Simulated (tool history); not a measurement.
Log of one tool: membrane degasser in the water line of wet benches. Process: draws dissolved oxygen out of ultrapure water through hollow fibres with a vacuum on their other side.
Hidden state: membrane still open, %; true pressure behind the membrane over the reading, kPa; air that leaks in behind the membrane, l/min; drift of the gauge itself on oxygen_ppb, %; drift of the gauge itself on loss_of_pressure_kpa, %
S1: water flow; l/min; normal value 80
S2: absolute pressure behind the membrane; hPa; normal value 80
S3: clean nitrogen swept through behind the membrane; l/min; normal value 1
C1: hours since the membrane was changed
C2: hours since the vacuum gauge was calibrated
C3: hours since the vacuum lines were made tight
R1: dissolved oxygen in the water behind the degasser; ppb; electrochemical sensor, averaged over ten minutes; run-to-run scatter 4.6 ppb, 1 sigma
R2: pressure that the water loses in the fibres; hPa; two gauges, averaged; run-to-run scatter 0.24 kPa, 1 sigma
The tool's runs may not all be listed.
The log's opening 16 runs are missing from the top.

run 17 hour=2353.6 | S1=80 S2=168.6 S3=0.99 | C1=6974 C2=493 C3=5968 | R1=1578.3 R2=645.7
run 18 hour=2434.5 | S1=80 S2=168.6 S3=0.99 | C1=7055 C2=574 C3=6049 | R1=1597.2 R2=644.6
run 19 hour=2610.1 | S1=80 S2=195.6 S3=1 | C1=7230 C2=749 C3=6224 | R1=1813.8 R2=650.3
-- hour=2689.7 seals of the vacuum lines changed
run 20 hour=2698.2 | S1=71 S2=68.9 S3=1.1 | C1=7317 C2=836 C3=9 | R1=407.5 R2=576.6
run 21 hour=2888.1 | S1=62 S2=185.5 S3=1 | C1=7506 C2=1025 C3=198 | R1=1465.3 R2=501.8
run 22 hour=3056.1 | S1=62 S2=182.3 S3=1 | C1=7674 C2=1193 C3=366 | R1=1463.8 R2=506.3
run 23 hour=3160.9 | S1=62 S2=182.3 S3=1 | C1=7779 C2=1298 C3=471 | R1=1459.8 R2=501.5
run 24 hour=3266.5 | S1=71 S2=70.8 S3=1 | C1=7885 C2=1404 C3=577 | R1=461.1 R2=577.3
run 25 hour=3402.8 | S1=106 S2=56.2 S3=0.88 | C1=8021 C2=1540 C3=713 | R1=419.1 R2=865.3
run 26 hour=3598.4 | S1=122 S2=86.8 S3=2.43 | C1=8217 C2=1736 C3=909 | R1=525.3 R2=999.1
run 27 hour=3738.7 | S1=122 S2=86.8 S3=2.43 | C1=8357 C2=1876 C3=1049 | R1=518.5 R2=995.4
run 28 hour=3931.2 | S1=122 S2=56.8 S3=0.66 | C1=8550 C2=2069 C3=1242 | R1=549.6 R2=995.2
run 29 hour=4053.7 | S1=96 S2=48.7 S3=0.52 | C1=8672 C2=2191 C3=1364 | R1=375.4 R2=783.6
run 30 hour=4229.3 | S1=96 S2=67.6 S3=0.52 | C1=8848 C2=2367 C3=1540 | R1=755.4 R2=784.2
run 31 hour=4365.6 | S1=96 S2=63.4 S3=2.87 | C1=8984 C2=2503 C3=1676 | R1=228.8 R2=788.1
run 32 hour=4477.4 | S1=96 S2=63.4 S3=2.87 | C1=9096 C2=2615 C3=1788 | R1=227.3 R2=789.7

3 ways to go on from here, each from the tool as it stands after run 32. What would each give?
run A hour=4576.7 | S1=60 S2=63.4 S3=2.87 | C1=9195 C2=2714 C3=1887 | R1=? R2=?
run B hour=4576.7 | S1=80 S2=80 S3=0.5 | C1=9195 C2=2714 C3=1887 | R1=? R2=?
run C hour=4576.7 | S1=125 S2=82 S3=1.93 | C1=9195 C2=2714 C3=1887 | R1=? R2=?

run=A R1=148.2 R2=490.9
run=B R1=925.9 R2=655.2
run=C R1=590.1 R2=1029
With no hidden state in the tool, these same runs would have given:
run=A R1=142.5 R2=460.9
run=B R1=906.8 R2=615.3
run=C R1=571.3 R2=966.3
